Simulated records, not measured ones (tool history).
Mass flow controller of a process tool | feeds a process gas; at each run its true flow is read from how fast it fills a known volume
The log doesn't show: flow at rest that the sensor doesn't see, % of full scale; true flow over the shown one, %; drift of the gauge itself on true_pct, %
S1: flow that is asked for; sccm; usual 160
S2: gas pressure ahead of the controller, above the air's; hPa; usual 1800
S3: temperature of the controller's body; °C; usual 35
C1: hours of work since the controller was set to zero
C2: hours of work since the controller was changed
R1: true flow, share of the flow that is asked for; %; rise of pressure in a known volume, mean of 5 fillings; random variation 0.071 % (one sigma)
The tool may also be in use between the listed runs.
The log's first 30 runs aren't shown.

{"run": 31, "day": 458.392, "S1": 43, "S2": 1420, "S3": 26, "C1": 1669, "C2": 6165, "R1": 98.18}
{"run": 32, "day": 472.571, "S1": 198, "S2": 1700, "S3": 26, "C1": 1868, "C2": 6364, "R1": 98.69}
{"run": 33, "day": 487.058, "S1": 160, "S2": 1510, "S3": 35, "C1": 2072, "C2": 6568, "R1": 99.08}
{"run": 34, "day": 499.383, "S1": 160, "S2": 1510, "S3": 35, "C1": 2245, "C2": 6741, "R1": 99.26}
{"run": 35, "day": 510.942, "S1": 91, "S2": 2220, "S3": 35, "C1": 2408, "C2": 6904, "R1": 98.41}
{"run": 36, "day": 526.871, "S1": 160, "S2": 1800, "S3": 21, "C1": 2632, "C2": 7128, "R1": 97.86}
{"run": 37, "day": 549.517, "S1": 160, "S2": 1800, "S3": 21, "C1": 2950, "C2": 7446, "R1": 97.79}
{"run": 38, "day": 564.275, "S1": 160, "S2": 1800, "S3": 38, "C1": 3158, "C2": 7653, "R1": 99.22}
{"run": 39, "day": 581.729, "S1": 42, "S2": 1800, "S3": 38, "C1": 3403, "C2": 7899, "R1": 99.79}
{"run": 40, "day": 596.454, "S1": 33, "S2": 2430, "S3": 35, "C1": 3610, "C2": 8106, "R1": 100.3}
{"run": 41, "day": 618.875, "S1": 33, "S2": 2430, "S3": 21, "C1": 3925, "C2": 8421, "R1": 99.32}
{"run": 42, "day": 640.746, "S1": 160, "S2": 1760, "S3": 35, "C1": 4233, "C2": 8728, "R1": 98.99}
{"run": 43, "day": 651.288, "S1": 160, "S2": 1760, "S3": 35, "C1": 4381, "C2": 8876, "R1": 98.96}
{"day": 658.754, "done": "controller's zero set anew"}
{"run": 44, "day": 664.25, "S1": 160, "S2": 1760, "S3": 36, "C1": 77, "C2": 9058, "R1": 97.96}

Forecast each of these 5 alternatives for the next run:
{"run": "A", "day": 677.138, "S1": 105, "S2": 1570, "S3": 40, "C1": 258, "C2": 9240, "R1": "?"}
{"run": "B", "day": 677.138, "S1": 96, "S2": 1660, "S3": 33, "C1": 258, "C2": 9240, "R1": "?"}
{"run": "C", "day": 677.138, "S1": 128, "S2": 1800, "S3": 34, "C1": 258, "C2": 9240, "R1": "?"}
{"run": "D", "day": 677.138, "S1": 68, "S2": 2620, "S3": 23, "C1": 258, "C2": 9240, "R1": "?"}
{"run": "E", "day": 677.138, "S1": 160, "S2": 1760, "S3": 34, "C1": 258, "C2": 9240, "R1": "?"}

run=A R1=97.78
run=B R1=97.06
run=C R1=97.4
run=D R1=95.4
run=E R1=97.7
Without the tool's hidden state the same runs would have given:
run=A R1=100.35
run=B R1=99.63
run=C R1=99.99
run=D R1=97.92
run=E R1=100.3
